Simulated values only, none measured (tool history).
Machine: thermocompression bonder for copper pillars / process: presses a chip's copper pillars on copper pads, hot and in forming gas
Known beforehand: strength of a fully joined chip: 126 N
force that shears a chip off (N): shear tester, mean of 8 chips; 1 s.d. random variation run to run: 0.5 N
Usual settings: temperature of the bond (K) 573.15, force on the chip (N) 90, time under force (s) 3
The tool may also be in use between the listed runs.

run	hour	temperature of the bond (K)	force on the chip (N)	time under force (s)	force that shears a chip off (N)
1	0	573.15	90	3	93.7
2	32.4	573.15	90	3	93.7
3	54	573.15	90	3	92.3
# hour 78.2: forming gas filter changed
4	78.5	573.15	90	3	98.1
5	112.2	573.15	90	3	98.5
6	128	573.15	90	3	97.7
7	149.2	573.15	90	3	98.1
8	172.6	573.15	90	3	98.4
9	206.3	573.15	90	3	97.5
10	230.4	573.15	135	3	115.1
11	246.4	573.15	134	3	114
12	275.7	573.15	90	3	97.3
13	308.6	573.15	90	3	97.5
14	333.6	573.15	90	3	97.4
15	363.4	573.15	90	3	97.1
16	387.3	573.15	90	3	96.6
17	407.3	573.15	90	3	96.1
# hour 421.1: forming gas filter changed
18	430	573.15	90	3	101
19	449.2	551.15	90	3	84.3
20	473	575.15	90	3	102.3
21	499.6	558.15	55	3	58.5
22	519.8	558.15	55	3	59.8
23	556.2	558.15	55	3	59.5
24	573.3	566.15	90	3	96.1
25	588.7	566.15	90	8	112
26	610.3	575.15	124	5	118.4
27	626.9	575.15	124	5	118.5
28	660.8	557.15	103	5	106.1
29	694.7	557.15	77	5	89.7
# hour 719.8: heater calibrated with a thermocouple chip
30	729.9	557.15	77	5	78.2
31	757.9	557.15	84	3	72.9
# hour 768: forming gas filter changed
32	785.5	590.15	58	4	88
33	813.5	595.15	86	8	119
34	836.8	570.15	61	2	59
35	860.6	570.15	61	2	59.2
36	893.2	547.15	101	7	97
37	909.5	547.15	101	7	98
38	943.8	601.15	103	2	111.2
39	970.1	601.15	103	2	110.2

Below are 5 alternative next runs, each starting from the tool's condition after run 39. Predict each:
A	1001.2	594.15	94	2	?
B	1001.2	578.15	62	2	?
C	1001.2	594.15	93	4	?
D	1001.2	550.15	68	7	?
E	1001.2	578.15	133	7	?

run	force that shears a chip off (N)
A	103.5
B	66.7
C	110.4
D	75.8
E	119.8
Had the tool no hidden state, the same runs would have come out as:
run	force that shears a chip off (N)
A	103.9
B	64.7
C	112.3
D	73.8
E	123.7

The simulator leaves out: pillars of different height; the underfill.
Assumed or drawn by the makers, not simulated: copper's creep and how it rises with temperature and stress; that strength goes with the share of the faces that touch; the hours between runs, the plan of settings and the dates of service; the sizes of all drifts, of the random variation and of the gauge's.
